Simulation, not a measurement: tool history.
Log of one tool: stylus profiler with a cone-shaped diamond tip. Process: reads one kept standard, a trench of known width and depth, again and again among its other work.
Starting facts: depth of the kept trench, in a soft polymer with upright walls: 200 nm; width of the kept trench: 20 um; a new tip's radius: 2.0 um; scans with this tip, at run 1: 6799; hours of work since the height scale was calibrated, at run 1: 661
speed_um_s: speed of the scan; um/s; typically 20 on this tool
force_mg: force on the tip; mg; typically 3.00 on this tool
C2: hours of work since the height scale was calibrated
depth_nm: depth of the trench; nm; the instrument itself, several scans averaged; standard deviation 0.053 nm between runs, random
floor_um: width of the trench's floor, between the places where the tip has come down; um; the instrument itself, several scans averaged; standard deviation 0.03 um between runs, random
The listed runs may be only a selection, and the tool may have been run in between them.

Run 1, hour 0.0: usual settings; scans with this tip 6799; C2 661. Result: depth_nm 203.20 nm, floor_um 17.80 um.
Run 2, hour 17.0: usual settings but speed_um_s 41 um/s; scans with this tip 6935; C2 674. Result: depth_nm 203.27 nm, floor_um 17.78 um.
Run 3, hour 37.0: usual settings but speed_um_s 41 um/s; scans with this tip 7095; C2 690. Result: depth_nm 203.23 nm, floor_um 17.76 um.
Run 4, hour 45.7: usual settings; scans with this tip 7165; C2 696. Result: depth_nm 203.23 nm, floor_um 17.80 um.
Run 5, hour 63.8: usual settings; scans with this tip 7310; C2 710. Result: depth_nm 203.27 nm, floor_um 17.78 um.
Run 6, hour 85.3: usual settings; scans with this tip 7482; C2 727. Result: depth_nm 203.27 nm, floor_um 17.81 um.
Run 7, hour 104.6: usual settings but force_mg 3.27 mg; scans with this tip 7637; C2 742. Result: depth_nm 203.47 nm, floor_um 17.82 um.
Run 8, hour 117.7: usual settings; scans with this tip 7741; C2 752. Result: depth_nm 203.32 nm, floor_um 17.79 um.
Run 9, hour 130.6: usual settings; scans with this tip 7844; C2 762. Result: depth_nm 203.30 nm, floor_um 17.77 um.
Run 10, hour 142.0: usual settings; scans with this tip 7936; C2 771. Result: depth_nm 203.32 nm, floor_um 17.72 um.
Run 11, hour 158.4: usual settings but speed_um_s 56 um/s, force_mg 1.59 mg; scans with this tip 8066; C2 784. Result: depth_nm 202.41 nm, floor_um 17.66 um.
Run 12, hour 173.6: usual settings but speed_um_s 8 um/s, force_mg 2.92 mg; scans with this tip 8189; C2 796. Result: depth_nm 203.28 nm, floor_um 17.78 um.
Run 13, hour 192.2: usual settings but speed_um_s 24 um/s, force_mg 2.25 mg; scans with this tip 8337; C2 810. Result: depth_nm 202.98 nm, floor_um 17.74 um.
Run 14, hour 203.0: usual settings but speed_um_s 54 um/s, force_mg 4.80 mg; scans with this tip 8424; C2 819. Result: depth_nm 204.42 nm, floor_um 17.67 um.
Run 15, hour 216.1: usual settings but speed_um_s 27 um/s, force_mg 2.32 mg; scans with this tip 8529; C2 829. Result: depth_nm 202.94 nm, floor_um 17.69 um.
Run 16, hour 231.3: usual settings but speed_um_s 27 um/s, force_mg 2.32 mg; scans with this tip 8650; C2 841. Result: depth_nm 202.96 nm, floor_um 17.77 um.

Run 17 comes next. What will it give?
Run 17, hour 240.6: usual settings but speed_um_s 27 um/s, force_mg 2.32 mg; scans with this tip 8724; C2 848. Result: depth_nm ?, floor_um ?.

For run 17 the tool returned depth_nm 202.97 nm, floor_um 17.72 um.
Without the tool's hidden state the same run would have given depth_nm 202.29 nm, floor_um 18.19 um.

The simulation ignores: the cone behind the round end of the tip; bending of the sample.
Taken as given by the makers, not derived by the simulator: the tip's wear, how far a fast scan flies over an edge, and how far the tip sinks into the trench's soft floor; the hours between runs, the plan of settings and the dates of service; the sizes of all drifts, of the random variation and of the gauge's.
